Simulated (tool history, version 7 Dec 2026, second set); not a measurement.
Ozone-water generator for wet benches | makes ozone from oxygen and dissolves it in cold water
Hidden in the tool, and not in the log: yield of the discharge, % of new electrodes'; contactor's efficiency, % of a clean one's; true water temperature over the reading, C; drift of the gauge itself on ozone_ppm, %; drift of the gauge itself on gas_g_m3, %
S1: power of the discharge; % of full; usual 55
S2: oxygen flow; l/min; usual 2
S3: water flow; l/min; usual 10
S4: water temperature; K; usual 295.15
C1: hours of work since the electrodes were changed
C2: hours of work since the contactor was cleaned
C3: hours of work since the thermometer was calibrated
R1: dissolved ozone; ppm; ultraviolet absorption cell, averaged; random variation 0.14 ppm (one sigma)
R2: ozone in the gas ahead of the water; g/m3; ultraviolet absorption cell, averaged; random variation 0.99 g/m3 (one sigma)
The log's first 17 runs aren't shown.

| run | hour | S1 | S2 | S3 | S4 | C1 | C2 | C3 | R1 | R2 |
|---|---|---|---|---|---|---|---|---|---|---|
| 18 | 1921.1 | 56 | 2 | 10 | 292.15 | 5047 | 2851 | 2076 | 17.3 | 169.6 |
| 19 | 2044.5 | 55 | 2.33 | 16 | 295.15 | 5155 | 2960 | 2184 | 10.8 | 152.9 |
|  | 2154.7 | electrodes of the discharge changed |
| 20 | 2172.1 | 70 | 2.24 | 8 | 294.15 | 15 | 3067 | 2291 | 23.9 | 187.6 |
| 21 | 2281.8 | 53 | 2 | 8 | 295.15 | 112 | 3163 | 2387 | 19 | 159.9 |
| 22 | 2435.2 | 59 | 2 | 10 | 288.15 | 246 | 3298 | 2522 | 18.7 | 175.5 |
| 23 | 2503.6 | 92 | 2.69 | 8 | 292.15 | 307 | 3358 | 2582 | 30.4 | 212.9 |
| 24 | 2603.1 | 55 | 1.66 | 16 | 295.15 | 394 | 3445 | 2670 | 10.2 | 181.1 |
|  | 2717.2 | gauge calibrated |
| 25 | 2728.6 | 55 | 1.66 | 16 | 295.15 | 504 | 3556 | 2780 | 9.7 | 186.6 |
|  | 2770.3 | contactor cleaned |
| 26 | 2865.7 | 71 | 2.78 | 6 | 295.15 | 621 | 84 | 2897 | 28.1 | 174.8 |
| 27 | 2994.3 | 55 | 3.6 | 10 | 295.15 | 734 | 197 | 3010 | 16.5 | 125 |
| 28 | 3149.1 | 55 | 3.6 | 10 | 295.15 | 870 | 333 | 3146 | 16.1 | 123.9 |
| 29 | 3286.3 | 55 | 1.98 | 7 | 295.15 | 991 | 453 | 3266 | 21.4 | 171.2 |
| 30 | 3367 | 55 | 2 | 14 | 295.15 | 1062 | 524 | 3337 | 12 | 168.2 |
| 31 | 3484.1 | 55 | 2 | 9 | 297.15 | 1165 | 627 | 3440 | 17.3 | 168.7 |
| 32 | 3599.8 | 55 | 2 | 9 | 297.15 | 1266 | 729 | 3542 | 17.3 | 167.8 |
| 33 | 3746.8 | 55 | 1.05 | 9 | 299.15 | 1396 | 858 | 3671 | 15.7 | 236.3 |
| 34 | 3838.3 | 85 | 1.17 | 10 | 293.15 | 1476 | 939 | 3752 | 21.7 | 312.7 |

Forecast each of these 3 alternatives for the next run:
| A | 3920.3 | 85 | 1.17 | 10 | 290.15 | 1548 | 1011 | 3824 | ? | ? |
| B | 3920.3 | 86 | 1.17 | 10 | 297.15 | 1548 | 1011 | 3824 | ? | ? |
| C | 3920.3 | 85 | 1.17 | 11 | 288.15 | 1548 | 1011 | 3824 | ? | ? |

| run | R1 | R2 |
|---|---|---|
| A | 22.6 | 314.7 |
| B | 21.4 | 317 |
| C | 20.9 | 316.2 |
Without the tool's hidden state the same runs would have given:
| run | R1 | R2 |
|---|---|---|
| A | 22.7 | 318.9 |
| B | 21.4 | 321.3 |
| C | 21 | 320.5 |
